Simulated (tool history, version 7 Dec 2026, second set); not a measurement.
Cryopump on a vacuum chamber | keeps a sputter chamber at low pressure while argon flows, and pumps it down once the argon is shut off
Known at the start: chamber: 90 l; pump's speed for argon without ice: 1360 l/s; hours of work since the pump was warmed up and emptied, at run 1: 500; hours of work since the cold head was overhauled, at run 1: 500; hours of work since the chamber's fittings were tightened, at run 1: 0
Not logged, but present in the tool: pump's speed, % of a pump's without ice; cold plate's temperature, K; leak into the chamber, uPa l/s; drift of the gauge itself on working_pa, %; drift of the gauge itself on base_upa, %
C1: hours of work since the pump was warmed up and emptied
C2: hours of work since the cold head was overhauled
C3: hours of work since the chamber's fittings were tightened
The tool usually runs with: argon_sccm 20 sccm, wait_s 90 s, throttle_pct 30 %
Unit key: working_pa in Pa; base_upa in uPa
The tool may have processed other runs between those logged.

{"run": 1, "hour": 0.0, "argon_sccm": 20, "wait_s": 90, "throttle_pct": 30, "C1": 500, "C2": 500, "C3": 0, "working_pa": 0.0866, "base_upa": 0.81}
{"run": 2, "hour": 41.7, "argon_sccm": 20, "wait_s": 90, "throttle_pct": 30, "C1": 530, "C2": 530, "C3": 30, "working_pa": 0.0865, "base_upa": 0.95}
{"run": 3, "hour": 72.8, "argon_sccm": 20, "wait_s": 90, "throttle_pct": 30, "C1": 553, "C2": 553, "C3": 53, "working_pa": 0.0885, "base_upa": 0.99}
{"run": 4, "hour": 108.0, "argon_sccm": 20, "wait_s": 90, "throttle_pct": 30, "C1": 578, "C2": 578, "C3": 79, "working_pa": 0.0885, "base_upa": 1.04}
{"run": 5, "hour": 131.1, "argon_sccm": 20, "wait_s": 90, "throttle_pct": 30, "C1": 595, "C2": 595, "C3": 96, "working_pa": 0.0877, "base_upa": 1.14}
{"run": 6, "hour": 164.5, "argon_sccm": 32, "wait_s": 90, "throttle_pct": 30, "C1": 619, "C2": 619, "C3": 120, "working_pa": 0.1408, "base_upa": 1.25}
{"run": 7, "hour": 192.7, "argon_sccm": 32, "wait_s": 90, "throttle_pct": 30, "C1": 640, "C2": 640, "C3": 140, "working_pa": 0.1409, "base_upa": 1.25}
{"run": 8, "hour": 230.5, "argon_sccm": 32, "wait_s": 90, "throttle_pct": 30, "C1": 667, "C2": 667, "C3": 168, "working_pa": 0.1404, "base_upa": 1.38}
{"run": 9, "hour": 271.0, "argon_sccm": 20, "wait_s": 90, "throttle_pct": 48, "C1": 697, "C2": 697, "C3": 197, "working_pa": 0.0575, "base_upa": 1.49}
{"run": 10, "hour": 307.2, "argon_sccm": 20, "wait_s": 90, "throttle_pct": 48, "C1": 723, "C2": 723, "C3": 224, "working_pa": 0.0583, "base_upa": 1.55}
{"run": 11, "hour": 334.5, "argon_sccm": 20, "wait_s": 90, "throttle_pct": 48, "C1": 743, "C2": 743, "C3": 244, "working_pa": 0.0572, "base_upa": 1.65}
{"run": 12, "hour": 362.1, "argon_sccm": 20, "wait_s": 90, "throttle_pct": 48, "C1": 763, "C2": 763, "C3": 264, "working_pa": 0.0594, "base_upa": 1.77}
{"run": 13, "hour": 384.6, "argon_sccm": 35, "wait_s": 90, "throttle_pct": 30, "C1": 780, "C2": 780, "C3": 280, "working_pa": 0.1573, "base_upa": 1.79}
{"run": 14, "hour": 420.0, "argon_sccm": 35, "wait_s": 90, "throttle_pct": 30, "C1": 806, "C2": 806, "C3": 306, "working_pa": 0.1576, "base_upa": 1.88}
{"run": 15, "hour": 441.4, "argon_sccm": 20, "wait_s": 90, "throttle_pct": 34, "C1": 821, "C2": 821, "C3": 322, "working_pa": 0.08, "base_upa": 1.87}
{"run": 16, "hour": 491.6, "argon_sccm": 20, "wait_s": 90, "throttle_pct": 34, "C1": 858, "C2": 858, "C3": 358, "working_pa": 0.0808, "base_upa": 2.08}
{"run": 17, "hour": 515.3, "argon_sccm": 12, "wait_s": 90, "throttle_pct": 30, "C1": 875, "C2": 875, "C3": 375, "working_pa": 0.0541, "base_upa": 2.11}
{"run": 18, "hour": 564.9, "argon_sccm": 12, "wait_s": 90, "throttle_pct": 30, "C1": 911, "C2": 911, "C3": 412, "working_pa": 0.0547, "base_upa": 2.33}
{"run": 19, "hour": 596.4, "argon_sccm": 35, "wait_s": 38, "throttle_pct": 34, "C1": 934, "C2": 934, "C3": 435, "working_pa": 0.143, "base_upa": 3.14}
{"run": 20, "hour": 624.8, "argon_sccm": 18, "wait_s": 90, "throttle_pct": 49, "C1": 955, "C2": 955, "C3": 455, "working_pa": 0.0536, "base_upa": 2.46}
{"run": 21, "hour": 656.2, "argon_sccm": 14, "wait_s": 152, "throttle_pct": 49, "C1": 978, "C2": 978, "C3": 478, "working_pa": 0.0424, "base_upa": 2.32}
{"run": 22, "hour": 687.1, "argon_sccm": 23, "wait_s": 69, "throttle_pct": 42, "C1": 1000, "C2": 1000, "C3": 501, "working_pa": 0.0782, "base_upa": 2.86}
{"run": 23, "hour": 733.7, "argon_sccm": 23, "wait_s": 69, "throttle_pct": 42, "C1": 1034, "C2": 1034, "C3": 535, "working_pa": 0.0793, "base_upa": 2.94}
{"run": 24, "hour": 766.5, "argon_sccm": 23, "wait_s": 69, "throttle_pct": 42, "C1": 1058, "C2": 1058, "C3": 558, "working_pa": 0.0792, "base_upa": 3.11}
{"hour": 774.8, "done": "pump warmed up, emptied and cooled again"}
{"run": 25, "hour": 805.1, "argon_sccm": 16, "wait_s": 30, "throttle_pct": 54, "C1": 22, "C2": 1083, "C3": 583, "working_pa": 0.0375, "base_upa": 3.45}
{"run": 26, "hour": 842.5, "argon_sccm": 16, "wait_s": 30, "throttle_pct": 54, "C1": 49, "C2": 1110, "C3": 610, "working_pa": 0.0372, "base_upa": 3.45}
{"run": 27, "hour": 883.3, "argon_sccm": 16, "wait_s": 30, "throttle_pct": 54, "C1": 79, "C2": 1139, "C3": 640, "working_pa": 0.038, "base_upa": 3.51}
{"run": 28, "hour": 908.5, "argon_sccm": 16, "wait_s": 30, "throttle_pct": 54, "C1": 97, "C2": 1158, "C3": 658, "working_pa": 0.0369, "base_upa": 3.86}
{"run": 29, "hour": 937.0, "argon_sccm": 38, "wait_s": 119, "throttle_pct": 30, "C1": 118, "C2": 1179, "C3": 679, "working_pa": 0.1605, "base_upa": 2.49}
{"run": 30, "hour": 977.8, "argon_sccm": 9, "wait_s": 159, "throttle_pct": 59, "C1": 148, "C2": 1208, "C3": 709, "working_pa": 0.02, "base_upa": 2.54}
{"run": 31, "hour": 1012.2, "argon_sccm": 9, "wait_s": 50, "throttle_pct": 38, "C1": 173, "C2": 1233, "C3": 734, "working_pa": 0.0304, "base_upa": 3.28}
{"run": 32, "hour": 1035.9, "argon_sccm": 9, "wait_s": 48, "throttle_pct": 34, "C1": 190, "C2": 1251, "C3": 751, "working_pa": 0.0342, "base_upa": 3.33}
{"run": 33, "hour": 1082.6, "argon_sccm": 10, "wait_s": 90, "throttle_pct": 38, "C1": 224, "C2": 1285, "C3": 785, "working_pa": 0.0343, "base_upa": 2.97}
{"run": 34, "hour": 1127.4, "argon_sccm": 10, "wait_s": 90, "throttle_pct": 38, "C1": 257, "C2": 1317, "C3": 818, "working_pa": 0.0342, "base_upa": 3.15}
{"run": 35, "hour": 1166.1, "argon_sccm": 10, "wait_s": 90, "throttle_pct": 38, "C1": 285, "C2": 1346, "C3": 846, "working_pa": 0.0344, "base_upa": 3.21}

Here are 3 independent what-if runs from the current tool condition. What would each one return?
{"run": "A", "hour": 1200.3, "argon_sccm": 25, "wait_s": 90, "throttle_pct": 30, "C1": 310, "C2": 1371, "C3": 871, "working_pa": "?", "base_upa": "?"}
{"run": "B", "hour": 1200.3, "argon_sccm": 10, "wait_s": 90, "throttle_pct": 21, "C1": 310, "C2": 1371, "C3": 871, "working_pa": "?", "base_upa": "?"}
{"run": "C", "hour": 1200.3, "argon_sccm": 10, "wait_s": 68, "throttle_pct": 21, "C1": 310, "C2": 1371, "C3": 871, "working_pa": "?", "base_upa": "?"}

run=A working_pa=0.1061 base_upa=3.42
run=B working_pa=0.0606 base_upa=3.28
run=C working_pa=0.0609 base_upa=3.48
The same runs, with their run-to-run variation unchanged, on a tool lacking any hidden condition would have given:
run=A working_pa=0.1026 base_upa=0.81
run=B working_pa=0.0593 base_upa=0.74
run=C working_pa=0.0596 base_upa=0.96
